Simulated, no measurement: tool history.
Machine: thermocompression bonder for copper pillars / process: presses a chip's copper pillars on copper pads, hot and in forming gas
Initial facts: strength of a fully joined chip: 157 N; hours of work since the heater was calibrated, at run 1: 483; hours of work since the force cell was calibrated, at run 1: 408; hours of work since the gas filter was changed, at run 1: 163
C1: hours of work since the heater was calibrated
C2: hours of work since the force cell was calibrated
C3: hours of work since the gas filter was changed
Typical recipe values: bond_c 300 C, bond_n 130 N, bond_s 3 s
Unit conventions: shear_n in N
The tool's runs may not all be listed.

Run 1, hour 0: usual settings; C1 483; C2 408; C3 163. Result: shear_n 50.6 N.
Run 2, hour 28.6: usual settings; C1 499; C2 424; C3 179. Result: shear_n 51.3 N.
At hour 47: forming gas filter changed.
Run 3, hour 57.4: usual settings; C1 514; C2 440; C3 6. Result: shear_n 55.4 N.
Run 4, hour 80.9: usual settings; C1 527; C2 453; C3 19. Result: shear_n 54.6 N.
Run 5, hour 102.2: usual settings; C1 539; C2 465; C3 31. Result: shear_n 54.4 N.
Run 6, hour 123.1: usual settings; C1 551; C2 477; C3 42. Result: shear_n 54.7 N.
Run 7, hour 146.8: usual settings but bond_n 151 N; C1 564; C2 490; C3 56. Result: shear_n 59.9 N.
Run 8, hour 172.2: usual settings but bond_n 78 N; C1 578; C2 504; C3 70. Result: shear_n 39.7 N.
Run 9, hour 189.6: usual settings; C1 588; C2 514; C3 79. Result: shear_n 54 N.
Run 10, hour 220.9: usual settings but bond_n 98 N; C1 605; C2 531; C3 97. Result: shear_n 44.4 N.
Run 11, hour 252.6: usual settings; C1 623; C2 549; C3 114. Result: shear_n 52.6 N.
Run 12, hour 280.9: usual settings; C1 639; C2 564; C3 130. Result: shear_n 50.8 N.
Run 13, hour 304.4: usual settings but bond_n 146 N; C1 652; C2 577; C3 143. Result: shear_n 54.8 N.
Run 14, hour 337.8: usual settings but bond_c 274 C, bond_n 161 N, bond_s 2 s; C1 670; C2 596; C3 162. Result: shear_n 32.8 N.
Run 15, hour 354.5: usual settings but bond_c 274 C, bond_n 165 N, bond_s 5 s; C1 680; C2 605; C3 171. Result: shear_n 49.5 N.
At hour 386.2: forming gas filter changed.
Run 16, hour 386.2: usual settings but bond_s 9 s; C1 697; C2 623; C3 0. Result: shear_n 82.5 N.

Run 17 comes next. What will it give?
Run 17, hour 415.2: usual settings but bond_s 9 s; C1 713; C2 639; C3 16. Result: shear_n ?.

For run 17 the tool returned shear_n 81.5 N.
Were there no unlogged condition in the tool, this run, its random variation unchanged, would have produced shear_n 83.8 N.
